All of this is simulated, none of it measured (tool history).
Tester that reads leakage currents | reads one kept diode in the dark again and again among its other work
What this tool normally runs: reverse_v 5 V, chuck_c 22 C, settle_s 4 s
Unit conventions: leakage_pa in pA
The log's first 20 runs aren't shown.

| run | hour | reverse_v | chuck_c | settle_s | hours of work since the probe card was cleaned | hours of work since the tester was calibrated | hours of work since the chuck was calibrated | leakage_pa |
|---|---|---|---|---|---|---|---|---|
| 21 | 857.2 | 9.08 | 27 | 1.73 | 453 | 1519 | 1090 | 162.86 |
| 22 | 915.2 | 2.98 | 23 | 0.86 | 490 | 1557 | 1128 | 74.02 |
| 23 | 974.3 | 5 | 22 | 1 | 529 | 1596 | 1166 | 85.25 |
| 24 | 1003.5 | 5 | 22 | 1 | 548 | 1615 | 1185 | 84.5 |
| 25 | 1053.2 | 5 | 22 | 1 | 581 | 1647 | 1218 | 84.42 |
| 26 | 1087.6 | 5 | 22 | 1 | 603 | 1670 | 1241 | 84.78 |
| 27 | 1128.1 | 5 | 22 | 0.68 | 630 | 1696 | 1267 | 84.94 |
| 28 | 1171 | 5 | 22 | 6.44 | 658 | 1725 | 1295 | 84.55 |
| 29 | 1230.3 | 5 | 22 | 0.91 | 697 | 1763 | 1334 | 85.06 |
| 30 | 1266.4 | 5 | 22 | 0.91 | 720 | 1787 | 1358 | 85.27 |
| 31 | 1290.4 | 5 | 22 | 0.91 | 736 | 1803 | 1373 | 84.89 |
| 32 | 1325.8 | 5 | 49 | 2.05 | 759 | 1826 | 1396 | 668.16 |
| 33 | 1360.5 | 1.78 | 26 | 0.77 | 782 | 1849 | 1419 | 75.36 |
| 34 | 1389.4 | 1.78 | 26 | 0.77 | 801 | 1868 | 1438 | 74.91 |
| 35 | 1421.9 | 1.73 | 22 | 2.94 | 822 | 1889 | 1459 | 53.54 |
| 36 | 1461.7 | 15.48 | 50 | 2.94 | 848 | 1915 | 1485 | 1136.12 |
| 37 | 1513.2 | 4.88 | 55 | 1.73 | 882 | 1949 | 1519 | 1010.72 |
| 38 | 1566.6 | 17.91 | 22 | 1.73 | 917 | 1984 | 1554 | 155.42 |
| 39 | 1599.3 | 6.54 | 37 | 4.01 | 938 | 2005 | 1575 | 306.13 |
| 40 | 1632.1 | 6.54 | 22 | 1.25 | 960 | 2026 | 1597 | 95.98 |

Here are 3 independent what-if runs from the current tool condition. What would each one return?
| A | 1677.7 | 6.54 | 22 | 0.81 | 990 | 2056 | 1627 | ? |
| B | 1677.7 | 2.08 | 38 | 5.16 | 990 | 2056 | 1627 | ? |
| C | 1677.7 | 2.11 | 56 | 1.25 | 990 | 2056 | 1627 | ? |

| run | leakage_pa |
|---|---|
| A | 96.97 |
| B | 205.35 |
| C | 765.97 |
Had the tool no hidden state, the same runs would have come out as:
| run | leakage_pa |
|---|---|
| A | 97.83 |
| B | 222.95 |
| C | 831.83 |

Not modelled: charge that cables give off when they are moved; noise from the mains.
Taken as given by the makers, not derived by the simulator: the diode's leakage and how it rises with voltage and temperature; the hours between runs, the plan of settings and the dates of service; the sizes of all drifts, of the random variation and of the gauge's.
